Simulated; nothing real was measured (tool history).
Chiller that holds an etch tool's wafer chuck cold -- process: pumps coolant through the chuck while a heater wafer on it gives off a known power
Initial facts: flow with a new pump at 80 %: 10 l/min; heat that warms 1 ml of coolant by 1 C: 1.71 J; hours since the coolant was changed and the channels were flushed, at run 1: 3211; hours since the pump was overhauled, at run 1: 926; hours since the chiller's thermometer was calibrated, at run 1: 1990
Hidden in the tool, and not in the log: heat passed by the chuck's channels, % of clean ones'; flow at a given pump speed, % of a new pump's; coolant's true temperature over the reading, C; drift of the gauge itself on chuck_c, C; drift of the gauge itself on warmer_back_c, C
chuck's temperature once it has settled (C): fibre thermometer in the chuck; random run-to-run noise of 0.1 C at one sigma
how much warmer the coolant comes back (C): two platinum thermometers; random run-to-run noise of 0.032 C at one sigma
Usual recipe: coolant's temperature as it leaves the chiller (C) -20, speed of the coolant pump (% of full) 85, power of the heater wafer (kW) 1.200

| run | hour | coolant's temperature as it leaves the chiller (C) | speed of the coolant pump (% of full) | power of the heater wafer (kW) | hours since the coolant was changed and the channels were flushed | hours since the pump was overhauled | hours since the chiller's thermometer was calibrated | chuck's temperature once it has settled (C) | how much warmer the coolant comes back (C) |
|---|---|---|---|---|---|---|---|---|---|
| 1 | 0.0 | -20 | 85 | 1.200 | 3211 | 926 | 1990 | -1.0 | 4.02 |
| 2 | 129.8 | -20 | 85 | 1.200 | 3341 | 1056 | 2120 | -0.7 | 4.03 |
| 3 | 257.8 | -20 | 85 | 1.200 | 3469 | 1184 | 2248 | -0.3 | 4.04 |
|  | 371.0 | coolant changed, channels flushed |
| 4 | 371.0 | -20 | 85 | 1.200 | 0 | 1291 | 2355 | -4.4 | 4.01 |
|  | 417.9 | chiller's thermometer calibrated |
| 5 | 456.7 | -20 | 85 | 1.529 | 85 | 1376 | 39 | -0.8 | 5.12 |
| 6 | 579.3 | -14 | 85 | 1.200 | 207 | 1499 | 161 | 1.5 | 4.08 |
| 7 | 655.1 | -20 | 85 | 1.200 | 283 | 1574 | 237 | -4.5 | 4.11 |
| 8 | 718.2 | -20 | 81 | 1.200 | 346 | 1638 | 300 | -3.9 | 4.30 |
| 9 | 799.7 | -20 | 81 | 1.026 | 428 | 1719 | 382 | -6.3 | 3.67 |
| 10 | 906.5 | -20 | 85 | 1.200 | 534 | 1826 | 489 | -4.4 | 4.08 |
| 11 | 984.7 | -20 | 85 | 1.200 | 613 | 1904 | 567 | -4.1 | 4.08 |
| 12 | 1092.8 | -20 | 85 | 1.780 | 721 | 2012 | 675 | 3.7 | 6.10 |
| 13 | 1220.2 | -20 | 85 | 1.780 | 848 | 2140 | 802 | 4.0 | 6.16 |
| 14 | 1291.5 | -20 | 85 | 1.200 | 919 | 2211 | 874 | -3.7 | 4.11 |
| 15 | 1359.3 | -20 | 85 | 1.200 | 987 | 2279 | 941 | -3.6 | 4.11 |
| 16 | 1485.6 | -20 | 85 | 0.933 | 1114 | 2405 | 1068 | -7.0 | 3.22 |
| 17 | 1582.3 | -12 | 85 | 1.200 | 1210 | 2502 | 1164 | 4.6 | 4.19 |
| 18 | 1707.4 | -12 | 85 | 1.014 | 1335 | 2627 | 1289 | 2.2 | 3.59 |
| 19 | 1808.6 | -24 | 80 | 1.200 | 1437 | 2728 | 1391 | -6.3 | 4.49 |
| 20 | 1910.8 | -24 | 80 | 1.200 | 1539 | 2830 | 1493 | -6.2 | 4.46 |
| 21 | 1968.9 | -23 | 80 | 1.200 | 1597 | 2888 | 1551 | -5.1 | 4.53 |
| 22 | 2050.7 | -21 | 65 | 1.233 | 1679 | 2970 | 1633 | -0.3 | 5.86 |
| 23 | 2124.0 | -14 | 65 | 1.200 | 1752 | 3043 | 1706 | 6.6 | 5.67 |
| 24 | 2251.0 | -20 | 85 | 0.848 | 1879 | 3170 | 1833 | -7.4 | 2.98 |
| 25 | 2325.7 | -20 | 85 | 0.848 | 1954 | 3245 | 1908 | -7.1 | 2.99 |
| 26 | 2430.6 | -20 | 85 | 0.848 | 2059 | 3350 | 2013 | -7.1 | 2.98 |
| 27 | 2560.8 | -13 | 68 | 1.739 | 2189 | 3480 | 2143 | 16.7 | 7.85 |
| 28 | 2690.5 | -13 | 68 | 1.739 | 2318 | 3610 | 2273 | 17.0 | 7.95 |
| 29 | 2777.6 | -20 | 85 | 0.733 | 2406 | 3697 | 2360 | -8.5 | 2.66 |
|  | 2820.3 | chiller's thermometer calibrated |
| 30 | 2836.3 | -20 | 85 | 0.733 | 2463 | 3755 | 16 | -8.9 | 2.64 |

Take each entry between the runs: how does the hidden state at the last listed run before it differ from the hidden state at the first listed run after it?
Between runs 3 and 4: coolant changed, channels flushed (hour 371.0)
  heat passed by the chuck's channels, % of clean ones': 75.7 -> 98.9; flow at a given pump speed, % of a new pump's: 97.4 -> 97.2; coolant's true temperature over the reading, C: 0.51 -> 0.53
  measured result minus the result with no hidden state, chuck's temperature once it has settled (C): +4.8 -> +0.9; how much warmer the coolant comes back (C): +0.11 -> +0.11
Between runs 4 and 5: chiller's thermometer calibrated (hour 417.9)
  heat passed by the chuck's channels, % of clean ones': 98.9 -> 98.4; flow at a given pump speed, % of a new pump's: 97.2 -> 97; coolant's true temperature over the reading, C: 0.53 -> 0.06
  measured result minus the result with no hidden state, chuck's temperature once it has settled (C): +0.9 -> +0.6; how much warmer the coolant comes back (C): +0.11 -> +0.15
Between runs 29 and 30: chiller's thermometer calibrated (hour 2820.3)
  heat passed by the chuck's channels, % of clean ones': 82.9 -> 82.5; flow at a given pump speed, % of a new pump's: 92.2 -> 92.1; coolant's true temperature over the reading, C: 0.6 -> -0.03
  measured result minus the result with no hidden state, chuck's temperature once it has settled (C): +2.6 -> +2.0; how much warmer the coolant comes back (C): +0.20 -> +0.21

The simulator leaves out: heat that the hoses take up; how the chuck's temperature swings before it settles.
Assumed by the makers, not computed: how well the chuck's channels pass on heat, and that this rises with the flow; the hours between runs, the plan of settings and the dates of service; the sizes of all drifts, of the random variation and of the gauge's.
